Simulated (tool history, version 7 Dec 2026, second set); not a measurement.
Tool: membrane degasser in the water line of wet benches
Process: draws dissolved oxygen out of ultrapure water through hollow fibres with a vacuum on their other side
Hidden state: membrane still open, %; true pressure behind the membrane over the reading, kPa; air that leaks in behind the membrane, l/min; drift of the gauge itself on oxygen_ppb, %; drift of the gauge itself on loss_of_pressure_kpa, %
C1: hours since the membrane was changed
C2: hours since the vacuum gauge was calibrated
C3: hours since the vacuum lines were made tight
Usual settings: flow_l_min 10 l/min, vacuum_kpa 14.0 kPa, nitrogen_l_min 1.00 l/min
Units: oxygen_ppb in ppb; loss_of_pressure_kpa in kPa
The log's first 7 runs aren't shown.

{"day": 32.342, "done": "vacuum gauge calibrated"}
{"run": 8, "day": 35.188, "flow_l_min": 10, "vacuum_kpa": 21.6, "nitrogen_l_min": 1.0, "C1": 3952, "C2": 68, "C3": 11079, "oxygen_ppb": 494.0, "loss_of_pressure_kpa": 58.8}
{"run": 9, "day": 38.946, "flow_l_min": 10, "vacuum_kpa": 21.6, "nitrogen_l_min": 1.0, "C1": 4042, "C2": 158, "C3": 11169, "oxygen_ppb": 487.7, "loss_of_pressure_kpa": 59.04}
{"run": 10, "day": 44.671, "flow_l_min": 10, "vacuum_kpa": 14.0, "nitrogen_l_min": 1.0, "C1": 4180, "C2": 296, "C3": 11306, "oxygen_ppb": 326.0, "loss_of_pressure_kpa": 58.73}
{"run": 11, "day": 49.875, "flow_l_min": 10, "vacuum_kpa": 14.0, "nitrogen_l_min": 1.0, "C1": 4305, "C2": 421, "C3": 11431, "oxygen_ppb": 318.5, "loss_of_pressure_kpa": 58.53}
{"run": 12, "day": 54.429, "flow_l_min": 10, "vacuum_kpa": 14.0, "nitrogen_l_min": 1.0, "C1": 4414, "C2": 530, "C3": 11541, "oxygen_ppb": 328.4, "loss_of_pressure_kpa": 58.66}
{"run": 13, "day": 58.008, "flow_l_min": 10, "vacuum_kpa": 8.6, "nitrogen_l_min": 1.0, "C1": 4500, "C2": 616, "C3": 11627, "oxygen_ppb": 201.9, "loss_of_pressure_kpa": 59.02}
{"run": 14, "day": 65.396, "flow_l_min": 10, "vacuum_kpa": 8.6, "nitrogen_l_min": 1.0, "C1": 4677, "C2": 793, "C3": 11804, "oxygen_ppb": 205.4, "loss_of_pressure_kpa": 58.87}
{"run": 15, "day": 70.792, "flow_l_min": 10, "vacuum_kpa": 14.0, "nitrogen_l_min": 1.0, "C1": 4807, "C2": 923, "C3": 11933, "oxygen_ppb": 325.3, "loss_of_pressure_kpa": 58.43}
{"run": 16, "day": 76.733, "flow_l_min": 10, "vacuum_kpa": 14.0, "nitrogen_l_min": 1.0, "C1": 4949, "C2": 1065, "C3": 12076, "oxygen_ppb": 329.4, "loss_of_pressure_kpa": 58.44}
{"run": 17, "day": 83.612, "flow_l_min": 10, "vacuum_kpa": 14.0, "nitrogen_l_min": 1.0, "C1": 5114, "C2": 1230, "C3": 12241, "oxygen_ppb": 322.1, "loss_of_pressure_kpa": 58.63}
{"run": 18, "day": 86.625, "flow_l_min": 10, "vacuum_kpa": 14.0, "nitrogen_l_min": 1.0, "C1": 5187, "C2": 1303, "C3": 12313, "oxygen_ppb": 322.2, "loss_of_pressure_kpa": 58.47}
{"run": 19, "day": 91.479, "flow_l_min": 10, "vacuum_kpa": 14.0, "nitrogen_l_min": 1.0, "C1": 5303, "C2": 1419, "C3": 12430, "oxygen_ppb": 328.1, "loss_of_pressure_kpa": 58.56}
{"run": 20, "day": 95.458, "flow_l_min": 10, "vacuum_kpa": 16.2, "nitrogen_l_min": 1.0, "C1": 5399, "C2": 1515, "C3": 12525, "oxygen_ppb": 373.1, "loss_of_pressure_kpa": 58.67}
{"run": 21, "day": 100.825, "flow_l_min": 13, "vacuum_kpa": 13.4, "nitrogen_l_min": 1.13, "C1": 5527, "C2": 1644, "C3": 12654, "oxygen_ppb": 397.3, "loss_of_pressure_kpa": 75.96}
{"run": 22, "day": 106.788, "flow_l_min": 11, "vacuum_kpa": 9.0, "nitrogen_l_min": 2.99, "C1": 5671, "C2": 1787, "C3": 12797, "oxygen_ppb": 148.4, "loss_of_pressure_kpa": 64.68}
{"run": 23, "day": 110.258, "flow_l_min": 11, "vacuum_kpa": 9.0, "nitrogen_l_min": 2.99, "C1": 5754, "C2": 1870, "C3": 12881, "oxygen_ppb": 148.2, "loss_of_pressure_kpa": 64.42}
{"run": 24, "day": 113.825, "flow_l_min": 11, "vacuum_kpa": 9.0, "nitrogen_l_min": 2.99, "C1": 5840, "C2": 1956, "C3": 12966, "oxygen_ppb": 148.5, "loss_of_pressure_kpa": 64.63}
{"run": 25, "day": 117.188, "flow_l_min": 11, "vacuum_kpa": 9.0, "nitrogen_l_min": 2.99, "C1": 5920, "C2": 2036, "C3": 13047, "oxygen_ppb": 146.3, "loss_of_pressure_kpa": 64.57}
{"run": 26, "day": 120.746, "flow_l_min": 6, "vacuum_kpa": 28.4, "nitrogen_l_min": 0.44, "C1": 6006, "C2": 2122, "C3": 13132, "oxygen_ppb": 737.3, "loss_of_pressure_kpa": 34.76}
{"run": 27, "day": 125.179, "flow_l_min": 6, "vacuum_kpa": 14.0, "nitrogen_l_min": 2.59, "C1": 6112, "C2": 2228, "C3": 13239, "oxygen_ppb": 82.8, "loss_of_pressure_kpa": 35.12}
{"run": 28, "day": 128.996, "flow_l_min": 10, "vacuum_kpa": 14.0, "nitrogen_l_min": 0.88, "C1": 6204, "C2": 2320, "C3": 13330, "oxygen_ppb": 354.4, "loss_of_pressure_kpa": 58.98}
{"run": 29, "day": 134.012, "flow_l_min": 10, "vacuum_kpa": 14.0, "nitrogen_l_min": 0.88, "C1": 6324, "C2": 2440, "C3": 13451, "oxygen_ppb": 353.7, "loss_of_pressure_kpa": 58.11}
{"run": 30, "day": 140.029, "flow_l_min": 12, "vacuum_kpa": 13.7, "nitrogen_l_min": 1.0, "C1": 6468, "C2": 2584, "C3": 13595, "oxygen_ppb": 394.6, "loss_of_pressure_kpa": 70.03}
{"run": 31, "day": 146.825, "flow_l_min": 9, "vacuum_kpa": 18.9, "nitrogen_l_min": 0.4, "C1": 6631, "C2": 2748, "C3": 13758, "oxygen_ppb": 778.3, "loss_of_pressure_kpa": 52.57}

Forecast each of these 4 alternatives for the next run:
{"run": "A", "day": 153.979, "flow_l_min": 9, "vacuum_kpa": 27.2, "nitrogen_l_min": 0.4, "C1": 6803, "C2": 2919, "C3": 13930, "oxygen_ppb": "?", "loss_of_pressure_kpa": "?"}
{"run": "B", "day": 153.979, "flow_l_min": 7, "vacuum_kpa": 28.7, "nitrogen_l_min": 0.4, "C1": 6803, "C2": 2919, "C3": 13930, "oxygen_ppb": "?", "loss_of_pressure_kpa": "?"}
{"run": "C", "day": 153.979, "flow_l_min": 11, "vacuum_kpa": 24.4, "nitrogen_l_min": 1.94, "C1": 6803, "C2": 2919, "C3": 13930, "oxygen_ppb": "?", "loss_of_pressure_kpa": "?"}
{"run": "D", "day": 153.979, "flow_l_min": 11, "vacuum_kpa": 29.3, "nitrogen_l_min": 0.99, "C1": 6803, "C2": 2919, "C3": 13930, "oxygen_ppb": "?", "loss_of_pressure_kpa": "?"}

run=A oxygen_ppb=1115.0 loss_of_pressure_kpa=52.94
run=B oxygen_ppb=938.2 loss_of_pressure_kpa=41.12
run=C oxygen_ppb=370.1 loss_of_pressure_kpa=64.37
run=D oxygen_ppb=717.9 loss_of_pressure_kpa=64.80
Without the tool's hidden state the same runs would have given:
run=A oxygen_ppb=1114.1 loss_of_pressure_kpa=52.91
run=B oxygen_ppb=937.1 loss_of_pressure_kpa=41.10
run=C oxygen_ppb=369.6 loss_of_pressure_kpa=64.33
run=D oxygen_ppb=717.2 loss_of_pressure_kpa=64.76
